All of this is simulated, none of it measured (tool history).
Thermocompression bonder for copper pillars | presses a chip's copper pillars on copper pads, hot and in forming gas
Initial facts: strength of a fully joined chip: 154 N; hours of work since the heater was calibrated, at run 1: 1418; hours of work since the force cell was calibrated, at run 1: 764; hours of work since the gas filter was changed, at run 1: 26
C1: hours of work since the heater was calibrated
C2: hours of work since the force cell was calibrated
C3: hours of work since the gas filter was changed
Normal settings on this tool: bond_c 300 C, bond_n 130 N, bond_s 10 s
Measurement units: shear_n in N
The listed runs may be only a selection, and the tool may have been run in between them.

Run 1, hour 0.0: usual settings; C1 1418; C2 764; C3 26. Result: shear_n 83.5 N.
Run 2, hour 50.5: usual settings but bond_s 6 s; C1 1454; C2 800; C3 62. Result: shear_n 70.3 N.
At hour 93.4: heater calibrated with a thermocouple chip.
Run 3, hour 98.6: usual settings; C1 4; C2 832; C3 95. Result: shear_n 83.3 N.
Run 4, hour 138.7: usual settings but bond_n 189 N; C1 32; C2 861; C3 123. Result: shear_n 102.9 N.
Run 5, hour 184.7: usual settings but bond_c 273 C; C1 65; C2 893; C3 156. Result: shear_n 54.8 N.
At hour 212.3: forming gas filter changed.
Run 6, hour 218.5: usual settings but bond_c 302 C; C1 88; C2 917; C3 4. Result: shear_n 85.9 N.
Run 7, hour 241.6: usual settings but bond_c 302 C; C1 104; C2 933; C3 21. Result: shear_n 83.7 N.
Run 8, hour 264.3: usual settings but bond_c 302 C; C1 121; C2 949; C3 37. Result: shear_n 84.3 N.
Run 9, hour 318.6: usual settings but bond_c 302 C; C1 159; C2 988; C3 75. Result: shear_n 83.4 N.
Run 10, hour 346.5: usual settings but bond_c 302 C; C1 179; C2 1007; C3 95. Result: shear_n 85.6 N.
Run 11, hour 379.4: usual settings but bond_s 20 s; C1 202; C2 1031; C3 118. Result: shear_n 100.6 N.
At hour 425.8: force cell calibrated.
Run 12, hour 430.5: usual settings; C1 237; C2 3; C3 153. Result: shear_n 83.1 N.
At hour 463.3: forming gas filter changed.
Run 13, hour 479.7: usual settings but bond_s 9 s; C1 272; C2 38; C3 12. Result: shear_n 79.3 N.
Run 14, hour 525.4: usual settings but bond_s 9 s; C1 304; C2 70; C3 44. Result: shear_n 77.9 N.
Run 15, hour 554.4: usual settings but bond_s 9 s; C1 324; C2 91; C3 64. Result: shear_n 80.3 N.
Run 16, hour 604.6: usual settings but bond_s 9 s; C1 360; C2 126; C3 100. Result: shear_n 78.6 N.
Run 17, hour 655.6: usual settings but bond_c 284 C, bond_n 148 N, bond_s 12 s; C1 396; C2 162; C3 136. Result: shear_n 76.6 N.
Run 18, hour 694.0: usual settings but bond_c 302 C, bond_n 110 N, bond_s 16 s; C1 423; C2 189; C3 163. Result: shear_n 85.7 N.
At hour 714.0: forming gas filter changed.
Run 19, hour 735.9: usual settings but bond_c 295 C, bond_n 129 N, bond_s 16 s; C1 452; C2 219; C3 15. Result: shear_n 89.1 N.
Run 20, hour 770.4: usual settings but bond_c 277 C, bond_n 78 N, bond_s 8 s; C1 477; C2 243; C3 40. Result: shear_n 34.9 N.
Run 21, hour 818.9: usual settings but bond_c 277 C, bond_n 117 N, bond_s 6 s; C1 511; C2 278; C3 74. Result: shear_n 43.7 N.
Run 22, hour 874.5: usual settings but bond_c 277 C, bond_n 117 N, bond_s 6 s; C1 551; C2 317; C3 114. Result: shear_n 44.0 N.

Run 23 has not been measured yet. What should we expect?
Run 23, hour 919.8: usual settings but bond_c 277 C, bond_n 117 N, bond_s 6 s; C1 583; C2 349; C3 146. Result: shear_n ?.

{"run 23": {"shear_n": 43.8}}
Had the tool carried no hidden state, the very same run would have given shear_n 43.8 N.

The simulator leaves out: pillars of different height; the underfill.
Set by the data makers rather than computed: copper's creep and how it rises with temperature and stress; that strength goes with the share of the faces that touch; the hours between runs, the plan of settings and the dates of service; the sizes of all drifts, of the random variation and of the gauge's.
